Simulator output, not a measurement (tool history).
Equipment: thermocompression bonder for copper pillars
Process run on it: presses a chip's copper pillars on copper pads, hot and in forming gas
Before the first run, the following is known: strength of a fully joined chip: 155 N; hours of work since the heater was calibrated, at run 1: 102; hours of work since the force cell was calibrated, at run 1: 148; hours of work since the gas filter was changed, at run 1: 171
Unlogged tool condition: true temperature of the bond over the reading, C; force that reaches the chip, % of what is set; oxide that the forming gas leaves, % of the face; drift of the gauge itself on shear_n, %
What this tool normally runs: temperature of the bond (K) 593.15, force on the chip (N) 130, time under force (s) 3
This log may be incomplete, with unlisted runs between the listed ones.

run	day	temperature of the bond (K)	force on the chip (N)	time under force (s)	hours of work since the heater was calibrated	hours of work since the force cell was calibrated	hours of work since the gas filter was changed	force that shears a chip off (N)
1	0.000	593.15	130	3	102	148	171	95.6
2	1.204	593.15	130	3	115	161	184	99.1
3	1.896	593.15	130	3	123	169	191	96.4
4	2.742	593.15	130	3	132	178	201	96.6
5	3.854	593.15	130	3	144	190	213	99.3
6	4.854	593.15	130	3	155	201	223	98.5
7	5.575	593.15	130	3	163	208	231	95.3
8	6.717	593.15	130	3	175	221	244	98.3
# day 7.442: forming gas filter changed
9	8.250	593.15	130	3	191	237	9	98.4
10	9.738	593.15	130	3	208	253	25	99.5
11	11.162	568.15	130	3	223	269	40	74.4
12	12.096	593.15	142	3	233	279	50	105.4
13	13.233	593.15	94	3	245	291	63	74.1
14	14.450	593.15	94	3	258	304	76	74.2
15	15.271	593.15	130	3	267	313	85	99.8
16	16.558	593.15	130	3	281	327	99	98.1
17	17.417	593.15	130	3	291	336	108	96.0
18	18.800	593.15	130	3	306	351	123	96.8
19	20.142	593.15	130	3	320	366	137	97.6
20	21.108	593.15	130	3	331	376	148	97.0
21	22.500	593.15	130	3	346	391	163	99.6
22	23.946	593.15	178	8	361	407	179	139.1
23	25.279	593.15	178	8	376	421	193	139.2
24	26.004	593.15	178	8	384	429	201	139.0
25	26.962	576.15	99	8	394	440	211	89.8
26	28.225	611.15	99	8	408	453	225	122.2
27	29.217	611.15	99	2	418	464	236	81.1
28	30.150	593.15	114	4	428	474	246	94.4
# day 30.667: forming gas filter changed
29	31.708	617.15	80	3	445	491	11	82.5
30	32.896	576.15	194	2	458	504	24	100.3
31	33.812	576.15	194	2	468	514	34	102.1
32	35.188	608.15	103	4	483	528	49	100.4
33	36.729	578.15	171	4	499	545	66	112.2
34	37.479	613.15	79	3	508	553	74	79.2
35	38.429	566.15	112	3	518	564	84	64.8
36	39.167	566.15	112	3	526	572	92	65.3
37	40.696	591.15	99	9	542	588	109	107.9
38	42.258	591.15	99	9	559	605	125	108.3
39	43.375	593.15	96	2	571	617	138	65.8
40	44.621	565.15	130	4	585	631	151	80.5
41	45.546	596.15	130	3	595	641	161	99.2

Predict each of these 3 candidate next runs independently; none follows another, all start after run 41:
A	47.096	615.15	90	5	612	657	178	?
B	47.096	593.15	138	3	612	657	178	?
C	47.096	564.15	79	4	612	657	178	?

run	force that shears a chip off (N)
A	103.2
B	100.2
C	48.6
Without the tool's hidden state the same runs would have given:
run	force that shears a chip off (N)
A	103.3
B	100.3
C	48.7
